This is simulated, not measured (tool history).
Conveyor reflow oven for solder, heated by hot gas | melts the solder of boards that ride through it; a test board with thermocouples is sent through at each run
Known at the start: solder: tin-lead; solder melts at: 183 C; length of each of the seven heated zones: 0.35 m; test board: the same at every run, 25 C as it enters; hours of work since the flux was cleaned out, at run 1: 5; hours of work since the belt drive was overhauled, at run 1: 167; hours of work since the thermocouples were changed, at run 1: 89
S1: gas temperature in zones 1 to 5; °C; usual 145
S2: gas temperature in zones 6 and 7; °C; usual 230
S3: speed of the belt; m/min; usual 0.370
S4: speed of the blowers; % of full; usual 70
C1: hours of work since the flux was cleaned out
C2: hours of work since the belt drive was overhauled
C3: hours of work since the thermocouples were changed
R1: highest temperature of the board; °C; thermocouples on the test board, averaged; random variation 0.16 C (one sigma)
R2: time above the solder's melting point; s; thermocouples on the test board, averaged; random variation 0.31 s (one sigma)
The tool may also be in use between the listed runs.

run 1 hour=0.0 | S1=145 S2=230 S3=0.370 S4=70 | C1=5 C2=167 C3=89 | R1=221.1 R2=95.9
run 2 hour=8.0 | S1=145 S2=230 S3=0.370 S4=70 | C1=9 C2=171 C3=93 | R1=221.1 R2=95.8
run 3 hour=19.0 | S1=145 S2=243 S3=0.370 S4=70 | C1=14 C2=176 C3=99 | R1=233.3 R2=105.4
run 4 hour=30.2 | S1=145 S2=243 S3=0.370 S4=70 | C1=20 C2=182 C3=104 | R1=233.2 R2=104.8
run 5 hour=38.6 | S1=145 S2=230 S3=0.370 S4=90 | C1=24 C2=186 C3=108 | R1=223.7 R2=98.6
run 6 hour=49.6 | S1=145 S2=230 S3=0.370 S4=90 | C1=30 C2=191 C3=114 | R1=223.7 R2=98.5
run 7 hour=55.1 | S1=145 S2=230 S3=0.381 S4=90 | C1=32 C2=194 C3=117 | R1=222.9 R2=94.7
run 8 hour=62.1 | S1=145 S2=230 S3=0.370 S4=70 | C1=36 C2=198 C3=120 | R1=221.4 R2=95.7
run 9 hour=69.1 | S1=145 S2=230 S3=0.399 S4=70 | C1=39 C2=201 C3=123 | R1=219.3 R2=86.6
run 10 hour=78.2 | S1=145 S2=230 S3=0.399 S4=70 | C1=44 C2=205 C3=128 | R1=219.5 R2=87.4
run 11 hour=85.1 | S1=141 S2=230 S3=0.399 S4=70 | C1=47 C2=209 C3=131 | R1=218.8 R2=84.3
run 12 hour=94.5 | S1=141 S2=230 S3=0.399 S4=70 | C1=52 C2=214 C3=136 | R1=218.7 R2=83.7
run 13 hour=105.8 | S1=141 S2=230 S3=0.399 S4=70 | C1=57 C2=219 C3=142 | R1=218.7 R2=84.4
run 14 hour=110.7 | S1=139 S2=225 S3=0.399 S4=70 | C1=60 C2=222 C3=144 | R1=213.9 R2=78.1
run 15 hour=116.7 | S1=139 S2=225 S3=0.399 S4=70 | C1=63 C2=225 C3=147 | R1=213.8 R2=78.3
run 16 hour=125.9 | S1=138 S2=237 S3=0.334 S4=77 | C1=67 C2=229 C3=152 | R1=230.0 R2=111.1
run 17 hour=137.7 | S1=145 S2=229 S3=0.416 S4=70 | C1=73 C2=235 C3=157 | R1=217.2 R2=81.2
run 18 hour=143.9 | S1=157 S2=230 S3=0.370 S4=63 | C1=76 C2=238 C3=160 | R1=221.4 R2=103.3
run 19 hour=152.6 | S1=157 S2=235 S3=0.402 S4=63 | C1=81 C2=242 C3=165 | R1=224.0 R2=96.9
run 20 hour=160.2 | S1=145 S2=240 S3=0.370 S4=88 | C1=84 C2=246 C3=168 | R1=232.4 R2=105.0

3 ways to go on from here, each from the tool as it stands after run 20. What would each give?
run A hour=166.1 | S1=147 S2=240 S3=0.380 S4=53 | C1=87 C2=249 C3=171 | R1=? R2=?
run B hour=166.1 | S1=145 S2=244 S3=0.370 S4=70 | C1=87 C2=249 C3=171 | R1=? R2=?
run C hour=166.1 | S1=140 S2=240 S3=0.329 S4=52 | C1=87 C2=249 C3=171 | R1=? R2=?

run=A R1=227.0 R2=98.1
run=B R1=234.1 R2=105.7
run=C R1=229.1 R2=112.6
Without the tool's hidden state the same runs would have given:
run=A R1=227.4 R2=97.8
run=B R1=234.5 R2=105.4
run=C R1=229.5 R2=112.2

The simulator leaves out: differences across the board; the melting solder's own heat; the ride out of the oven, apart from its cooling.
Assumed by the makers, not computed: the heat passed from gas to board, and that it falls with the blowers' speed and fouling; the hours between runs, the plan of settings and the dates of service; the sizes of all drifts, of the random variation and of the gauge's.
